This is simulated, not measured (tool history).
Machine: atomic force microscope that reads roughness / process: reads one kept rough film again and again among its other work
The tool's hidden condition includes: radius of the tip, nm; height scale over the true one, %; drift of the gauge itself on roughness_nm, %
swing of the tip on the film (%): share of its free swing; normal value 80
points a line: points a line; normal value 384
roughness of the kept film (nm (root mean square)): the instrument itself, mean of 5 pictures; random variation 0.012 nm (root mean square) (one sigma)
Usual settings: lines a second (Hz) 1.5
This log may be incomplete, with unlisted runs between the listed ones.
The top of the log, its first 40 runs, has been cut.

run,hour,lines a second (Hz),swing of the tip on the film (%),points a line,pictures with this tip,hours of work since the height scale was calibrated,roughness of the kept film (nm (root mean square))
41,301.6,0.96,80,299,139,431,2.757
42,308.5,0.96,80,299,150,436,2.75
43,318.2,2.48,81,384,166,443,2.392
44,326.5,2.48,81,384,179,449,2.386
45,332.3,3.96,60,384,189,453,2.669
46,340.3,1.8,75,384,202,459,2.618
47,346.1,1.8,75,384,211,463,2.616
48,352.7,1.8,75,384,222,468,2.605
49,359.3,1.5,57,384,233,472,2.884
50,365.9,2.55,80,951,244,477,2.348
51,375.3,1.56,80,384,259,484,2.56
52,381.2,1.5,80,668,269,488,2.572
53,389.1,2.46,63,668,282,494,2.692

Each row is a separate what-if for the run after 53, all from the same tool condition, not one after another. Results?
A,394.8,0.71,80,384,291,498,?
B,394.8,3.72,80,919,291,498,?
C,394.8,2.25,59,297,291,498,?
D,394.8,1.56,59,668,291,498,?

run,roughness of the kept film (nm (root mean square))
A,2.734
B,2.14
C,2.753
D,2.837
Without the tool's unlogged condition, the same runs would have read:
run,roughness of the kept film (nm (root mean square))
A,2.891
B,2.263
C,2.91
D,3
